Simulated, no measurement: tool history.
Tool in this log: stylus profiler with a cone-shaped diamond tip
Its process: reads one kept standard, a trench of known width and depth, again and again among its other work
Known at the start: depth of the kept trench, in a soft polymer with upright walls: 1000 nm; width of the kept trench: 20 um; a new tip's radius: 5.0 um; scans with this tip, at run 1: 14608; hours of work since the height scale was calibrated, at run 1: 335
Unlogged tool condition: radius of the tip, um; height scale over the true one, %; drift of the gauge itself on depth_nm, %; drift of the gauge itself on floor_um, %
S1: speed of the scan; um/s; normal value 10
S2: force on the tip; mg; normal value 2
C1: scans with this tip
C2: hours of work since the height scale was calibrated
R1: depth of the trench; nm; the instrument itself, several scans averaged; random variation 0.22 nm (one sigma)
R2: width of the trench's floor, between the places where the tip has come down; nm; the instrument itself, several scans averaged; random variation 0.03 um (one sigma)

run 1 hour=0 | S1=10 S2=2 | C1=14608 C2=335 | R1=1005.25 R2=13900
run 2 hour=124.2 | S1=2 S2=2 | C1=15024 C2=431 | R1=1005.44 R2=13970
run 3 hour=200.1 | S1=2 S2=2 | C1=15278 C2=491 | R1=1005.03 R2=13950
run 4 hour=280.8 | S1=10 S2=0.89 | C1=15549 C2=554 | R1=1002.93 R2=13840
run 5 hour=376.6 | S1=10 S2=0.89 | C1=15870 C2=628 | R1=1002.78 R2=13860
run 6 hour=472.4 | S1=10 S2=0.89 | C1=16191 C2=703 | R1=1003.33 R2=13860
run 7 hour=545.6 | S1=10 S2=0.89 | C1=16436 C2=760 | R1=1003.15 R2=13860
run 8 hour=618.8 | S1=11 S2=2 | C1=16682 C2=817 | R1=1005.15 R2=13860
run 9 hour=753 | S1=11 S2=2 | C1=17132 C2=922 | R1=1005.1 R2=13890
run 10 hour=826.4 | S1=10 S2=2.11 | C1=17378 C2=979 | R1=1005.66 R2=13880
run 11 hour=964.9 | S1=10 S2=2.11 | C1=17842 C2=1087 | R1=1005.48 R2=13960
run 12 hour=1103.3 | S1=10 S2=0.83 | C1=18305 C2=1195 | R1=1002.91 R2=13860
run 13 hour=1226.1 | S1=13 S2=2 | C1=18717 C2=1291 | R1=1005.13 R2=13880
run 14 hour=1318.4 | S1=13 S2=2.7 | C1=19027 C2=1363 | R1=1006.18 R2=13870
run 15 hour=1443.1 | S1=10 S2=0.78 | C1=19445 C2=1460 | R1=1002.55 R2=13820
-- hour=1501.1 height scale calibrated on a step standard
run 16 hour=1527.7 | S1=10 S2=2 | C1=19726 C2=21 | R1=1005.18 R2=13850
run 17 hour=1637.6 | S1=10 S2=2 | C1=20095 C2=106 | R1=1005.21 R2=13930
run 18 hour=1719.9 | S1=10 S2=2 | C1=20371 C2=171 | R1=1005.08 R2=13880
run 19 hour=1789.5 | S1=10 S2=2 | C1=20604 C2=225 | R1=1005.18 R2=13890
run 20 hour=1873.3 | S1=2 S2=3.89 | C1=20885 C2=290 | R1=1007.88 R2=13970
run 21 hour=1955.6 | S1=2 S2=3.89 | C1=21160 C2=354 | R1=1007.92 R2=13990
run 22 hour=2092.6 | S1=12 S2=0.93 | C1=21620 C2=461 | R1=1003.51 R2=13840
run 23 hour=2215.8 | S1=8 S2=1.18 | C1=22032 C2=557 | R1=1003.74 R2=13890
run 24 hour=2355.2 | S1=10 S2=1.89 | C1=22500 C2=666 | R1=1005.12 R2=13900
-- hour=2469.8 new tip fitted, height scale calibrated
run 25 hour=2482.1 | S1=3 S2=2.49 | C1=42 C2=10 | R1=1006.36 R2=13930
run 26 hour=2552.3 | S1=22 S2=5.42 | C1=277 C2=64 | R1=1010.13 R2=13900
run 27 hour=2695.3 | S1=22 S2=5.42 | C1=756 C2=176 | R1=1010.04 R2=13840
run 28 hour=2824 | S1=37 S2=3.38 | C1=1187 C2=276 | R1=1007.17 R2=13770
run 29 hour=2891.5 | S1=9 S2=2 | C1=1414 C2=329 | R1=1005.32 R2=13940
run 30 hour=2988.2 | S1=10 S2=1.27 | C1=1738 C2=404 | R1=1003.61 R2=13910
run 31 hour=3086.8 | S1=3 S2=0.9 | C1=2068 C2=481 | R1=1002.91 R2=13970
run 32 hour=3188.5 | S1=12 S2=2 | C1=2409 C2=560 | R1=1004.89 R2=13920
run 33 hour=3311.1 | S1=3 S2=1.29 | C1=2820 C2=656 | R1=1003.83 R2=13960
run 34 hour=3439.2 | S1=3 S2=1.29 | C1=3249 C2=756 | R1=1004.02 R2=13950
run 35 hour=3513.5 | S1=11 S2=0.86 | C1=3498 C2=814 | R1=1003.27 R2=13920
run 36 hour=3653.1 | S1=11 S2=0.86 | C1=3966 C2=923 | R1=1002.88 R2=13840
run 37 hour=3754.9 | S1=15 S2=2 | C1=4307 C2=1002 | R1=1004.78 R2=13800
run 38 hour=3859.7 | S1=32 S2=2 | C1=4659 C2=1084 | R1=1005.33 R2=13750

Below, some changes in R2 between adjacent runs. For each, the amount present without the hidden state too (settings, incoming material, random variation) and the amount remaining for the hidden state with gauge scatter not shared by both compared results:
Run 1 -> 2: S1 10 -> 2. R2 +70 nm: hidden state -10, all else +80.
Run 2 -> 3: nothing adjusted, nothing logged. R2 -20 nm: hidden state +10, all else -30.
Run 3 -> 4: S1 2 -> 10, S2 2 -> 0.89. R2 -110 nm: hidden state -10, all else -100.
Run 21 -> 22: S1 2 -> 12, S2 3.89 -> 0.93. R2 -150 nm: hidden state +10, all else -160.
Run 24 -> 25: S1 10 -> 3, S2 1.89 -> 2.49, new tip fitted, height scale calibrated. R2 +30 nm: hidden state +40, all else -10.
Run 28 -> 29: S1 37 -> 9, S2 3.38 -> 2. R2 +170 nm: hidden state -10, all else +180.
